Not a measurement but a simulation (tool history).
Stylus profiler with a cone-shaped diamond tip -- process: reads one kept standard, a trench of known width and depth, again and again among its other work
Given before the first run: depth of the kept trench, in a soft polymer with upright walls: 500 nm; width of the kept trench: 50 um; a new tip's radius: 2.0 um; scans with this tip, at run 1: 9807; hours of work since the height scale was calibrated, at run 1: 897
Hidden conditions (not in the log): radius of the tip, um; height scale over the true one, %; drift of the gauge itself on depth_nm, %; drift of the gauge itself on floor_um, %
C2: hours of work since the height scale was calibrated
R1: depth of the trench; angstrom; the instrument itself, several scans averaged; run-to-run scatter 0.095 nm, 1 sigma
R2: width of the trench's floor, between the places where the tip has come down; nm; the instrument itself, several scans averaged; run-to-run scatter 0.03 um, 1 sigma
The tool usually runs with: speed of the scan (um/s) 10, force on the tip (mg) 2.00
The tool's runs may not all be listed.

{"run": 1, "day": 0.0, "speed of the scan (um/s)": 10, "force on the tip (mg)": 2.0, "scans with this tip": 9807, "C2": 897, "R1": 5047.9, "R2": 46050}
{"run": 2, "day": 2.321, "speed of the scan (um/s)": 10, "force on the tip (mg)": 2.0, "scans with this tip": 10116, "C2": 925, "R1": 5046.0, "R2": 46000}
{"run": 3, "day": 3.7, "speed of the scan (um/s)": 10, "force on the tip (mg)": 2.0, "scans with this tip": 10300, "C2": 942, "R1": 5046.9, "R2": 46030}
{"run": 4, "day": 4.983, "speed of the scan (um/s)": 10, "force on the tip (mg)": 2.0, "scans with this tip": 10471, "C2": 958, "R1": 5046.8, "R2": 46020}
{"run": 5, "day": 7.258, "speed of the scan (um/s)": 10, "force on the tip (mg)": 1.25, "scans with this tip": 10774, "C2": 986, "R1": 5028.0, "R2": 45960}
{"run": 6, "day": 9.688, "speed of the scan (um/s)": 10, "force on the tip (mg)": 1.25, "scans with this tip": 11097, "C2": 1015, "R1": 5027.9, "R2": 45890}
{"run": 7, "day": 11.512, "speed of the scan (um/s)": 4, "force on the tip (mg)": 2.0, "scans with this tip": 11340, "C2": 1037, "R1": 5044.6, "R2": 45940}
{"day": 12.158, "done": "height scale calibrated on a step standard"}
{"day": 13.829, "done": "new tip fitted, height scale calibrated"}
{"run": 8, "day": 14.075, "speed of the scan (um/s)": 10, "force on the tip (mg)": 2.0, "scans with this tip": 33, "C2": 3, "R1": 5068.8, "R2": 47330}
{"run": 9, "day": 15.312, "speed of the scan (um/s)": 10, "force on the tip (mg)": 2.0, "scans with this tip": 198, "C2": 18, "R1": 5067.9, "R2": 47290}
{"run": 10, "day": 16.912, "speed of the scan (um/s)": 10, "force on the tip (mg)": 2.0, "scans with this tip": 411, "C2": 38, "R1": 5067.4, "R2": 47270}
{"run": 11, "day": 18.654, "speed of the scan (um/s)": 10, "force on the tip (mg)": 2.0, "scans with this tip": 643, "C2": 59, "R1": 5066.6, "R2": 47310}
{"run": 12, "day": 20.925, "speed of the scan (um/s)": 10, "force on the tip (mg)": 3.24, "scans with this tip": 945, "C2": 86, "R1": 5092.5, "R2": 47240}
{"run": 13, "day": 22.954, "speed of the scan (um/s)": 10, "force on the tip (mg)": 3.24, "scans with this tip": 1215, "C2": 111, "R1": 5090.4, "R2": 47130}
{"run": 14, "day": 24.358, "speed of the scan (um/s)": 11, "force on the tip (mg)": 0.75, "scans with this tip": 1402, "C2": 128, "R1": 5033.4, "R2": 47100}
{"run": 15, "day": 26.554, "speed of the scan (um/s)": 11, "force on the tip (mg)": 0.75, "scans with this tip": 1695, "C2": 155, "R1": 5033.3, "R2": 47090}
{"run": 16, "day": 29.133, "speed of the scan (um/s)": 2, "force on the tip (mg)": 2.88, "scans with this tip": 2038, "C2": 186, "R1": 5081.4, "R2": 47070}
{"run": 17, "day": 31.192, "speed of the scan (um/s)": 26, "force on the tip (mg)": 0.8, "scans with this tip": 2312, "C2": 211, "R1": 5033.7, "R2": 46970}
{"run": 18, "day": 32.975, "speed of the scan (um/s)": 26, "force on the tip (mg)": 0.8, "scans with this tip": 2549, "C2": 233, "R1": 5032.7, "R2": 46880}
{"run": 19, "day": 35.546, "speed of the scan (um/s)": 26, "force on the tip (mg)": 0.8, "scans with this tip": 2892, "C2": 264, "R1": 5033.2, "R2": 46830}
{"run": 20, "day": 37.771, "speed of the scan (um/s)": 27, "force on the tip (mg)": 2.0, "scans with this tip": 3188, "C2": 292, "R1": 5063.9, "R2": 46850}
{"run": 21, "day": 40.008, "speed of the scan (um/s)": 4, "force on the tip (mg)": 2.0, "scans with this tip": 3486, "C2": 319, "R1": 5061.2, "R2": 46910}
{"run": 22, "day": 42.025, "speed of the scan (um/s)": 8, "force on the tip (mg)": 0.93, "scans with this tip": 3754, "C2": 343, "R1": 5035.0, "R2": 46800}
{"run": 23, "day": 44.612, "speed of the scan (um/s)": 5, "force on the tip (mg)": 2.03, "scans with this tip": 4099, "C2": 375, "R1": 5062.5, "R2": 46830}

Expected results for the next run?
{"run": 24, "day": 46.308, "speed of the scan (um/s)": 27, "force on the tip (mg)": 2.03, "scans with this tip": 4324, "C2": 396, "R1": "?", "R2": "?"}

{"run 24": {"R1": 5059.8, "R2": 46720}}
Had the tool carried no hidden state, the very same run would have given R1 5064.5 angstrom, R2 47270 nm.
